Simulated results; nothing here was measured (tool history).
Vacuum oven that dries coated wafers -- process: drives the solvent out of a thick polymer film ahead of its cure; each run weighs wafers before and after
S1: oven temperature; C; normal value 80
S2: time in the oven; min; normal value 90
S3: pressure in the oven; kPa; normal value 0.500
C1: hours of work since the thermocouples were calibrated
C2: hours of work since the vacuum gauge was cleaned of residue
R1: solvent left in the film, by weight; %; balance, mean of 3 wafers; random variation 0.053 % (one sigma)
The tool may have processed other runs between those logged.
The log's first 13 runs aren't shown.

{"run": 14, "day": 16.362, "S1": 80, "S2": 90, "S3": 0.5, "C1": 159, "C2": 195, "R1": 1.58}
{"run": 15, "day": 17.954, "S1": 80, "S2": 90, "S3": 0.5, "C1": 177, "C2": 212, "R1": 1.52}
{"run": 16, "day": 18.779, "S1": 80, "S2": 90, "S3": 0.5, "C1": 186, "C2": 221, "R1": 1.55}
{"run": 17, "day": 20.021, "S1": 78, "S2": 90, "S3": 0.5, "C1": 200, "C2": 235, "R1": 2.08}
{"run": 18, "day": 21.546, "S1": 78, "S2": 90, "S3": 0.5, "C1": 216, "C2": 252, "R1": 2.17}
{"run": 19, "day": 22.462, "S1": 78, "S2": 90, "S3": 0.5, "C1": 226, "C2": 262, "R1": 2.06}
{"run": 20, "day": 23.925, "S1": 78, "S2": 90, "S3": 0.5, "C1": 243, "C2": 278, "R1": 2.1}
{"run": 21, "day": 25.404, "S1": 78, "S2": 90, "S3": 0.5, "C1": 259, "C2": 294, "R1": 2.15}
{"run": 22, "day": 26.646, "S1": 78, "S2": 99, "S3": 0.5, "C1": 272, "C2": 308, "R1": 1.76}
{"run": 23, "day": 28.154, "S1": 78, "S2": 99, "S3": 0.5, "C1": 289, "C2": 325, "R1": 1.75}
{"run": 24, "day": 29.504, "S1": 80, "S2": 90, "S3": 0.5, "C1": 304, "C2": 339, "R1": 1.55}
{"run": 25, "day": 31.092, "S1": 82, "S2": 160, "S3": 0.5, "C1": 321, "C2": 357, "R1": 0.52}
{"run": 26, "day": 32.4, "S1": 83, "S2": 90, "S3": 1.175, "C1": 336, "C2": 371, "R1": 1.4}
{"run": 27, "day": 33.733, "S1": 83, "S2": 90, "S3": 1.175, "C1": 350, "C2": 386, "R1": 1.32}
{"run": 28, "day": 34.629, "S1": 67, "S2": 88, "S3": 1.938, "C1": 360, "C2": 396, "R1": 9.07}
{"run": 29, "day": 35.746, "S1": 67, "S2": 88, "S3": 1.938, "C1": 373, "C2": 408, "R1": 9.05}
{"run": 30, "day": 36.817, "S1": 67, "S2": 62, "S3": 0.928, "C1": 384, "C2": 420, "R1": 10.05}
{"run": 31, "day": 38.346, "S1": 80, "S2": 128, "S3": 0.518, "C1": 401, "C2": 437, "R1": 0.79}
{"run": 32, "day": 39.279, "S1": 91, "S2": 122, "S3": 1.79, "C1": 412, "C2": 447, "R1": 1.12}
{"run": 33, "day": 40.588, "S1": 90, "S2": 142, "S3": 0.687, "C1": 426, "C2": 461, "R1": 0.39}

Run 34, settings as shown, results not yet in. Your forecast:
{"run": 34, "day": 41.862, "S1": 90, "S2": 142, "S3": 0.687, "C1": 440, "C2": 475, "R1": "?"}

Logged for run 34: R1 0.49 %.
The same run, on a tool lacking any hidden state, would have yielded R1 0.46 %.
